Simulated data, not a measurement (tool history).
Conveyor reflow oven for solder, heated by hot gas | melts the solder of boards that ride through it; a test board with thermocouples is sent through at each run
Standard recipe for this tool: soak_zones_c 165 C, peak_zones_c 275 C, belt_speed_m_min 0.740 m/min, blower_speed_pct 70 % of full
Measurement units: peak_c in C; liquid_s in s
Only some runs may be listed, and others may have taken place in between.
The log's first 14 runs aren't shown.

run   hour  soak_zones_c  peak_zones_c  belt_speed_m_min  blower_speed_pct  hours of work since the flux was cleaned out  hours of work since the belt drive was overhauled  hours of work since the thermocouples were changed  peak_c  liquid_s
     254.5  -- belt drive overhauled, speed set with a stopwatch
 15  276.7           176           275             0.740                70                                           117                                                 15                                                 740   258.1     53.03
 16  300.3           176           275             0.740                70                                           133                                                 30                                                 755   258.4     53.09
     310.6  -- belt drive overhauled, speed set with a stopwatch, once more
 17  316.4           176           275             0.740                54                                           141                                                  4                                                 763   254.1     49.51
 18  333.1           176           266             0.594                63                                           152                                                 15                                                 774   253.9     64.88
 19  354.5           176           266             0.594                63                                           166                                                 29                                                 789   254.0     64.75
 20  371.6           176           266             0.594                63                                           178                                                 40                                                 800   254.1     64.62
 21  387.4           174           276             0.636                63                                           188                                                 51                                                 810   261.2     63.31
 22  401.1           152           287             0.828                55                                           197                                                 60                                                 819   254.2     38.26
 23  420.1           155           288             0.740                78                                           210                                                 73                                                 832   268.3     52.57
 24  439.2           159           275             0.769                83                                           223                                                 85                                                 845   257.0     46.35
 25  454.8           165           268             0.740                82                                           233                                                 96                                                 855   252.4     47.28
 26  475.0           165           268             0.740                82                                           246                                                109                                                 868   252.2     47.18
     484.5  -- flux residue cleaned out of gas plates and filters
 27  498.7           165           276             0.599                61                                             9                                                122                                                 881   261.7     64.93
 28  510.8           165           275             0.661                55                                            17                                                130                                                 889   256.0     54.60
 29  525.5           165           275             0.661                55                                            27                                                139                                                 899   256.0     54.55
 30  541.1           165           275             0.661                55                                            38                                                150                                                 909   256.0     54.49
 31  562.5           165           275             0.661                55                                            52                                                164                                                 923   255.9     54.64

What if the next run were any one of these 3? Each begins from the tool's condition after run 31:
  A  583.4           165           276             0.740                70                                            66                                                178                                                 937       ?         ?
  B  583.4           165           275             0.776                60                                            66                                                178                                                 937       ?         ?
  C  583.4           173           275             0.661                55                                            66                                                178                                                 937       ?         ?

run  peak_c  liquid_s
  A   257.5     49.44
  B   251.7     43.27
  C   257.0     57.68
Without the tool's hidden state the same runs would have given:
run  peak_c  liquid_s
  A   261.0     51.11
  B   255.1     45.18
  C   260.4     59.49
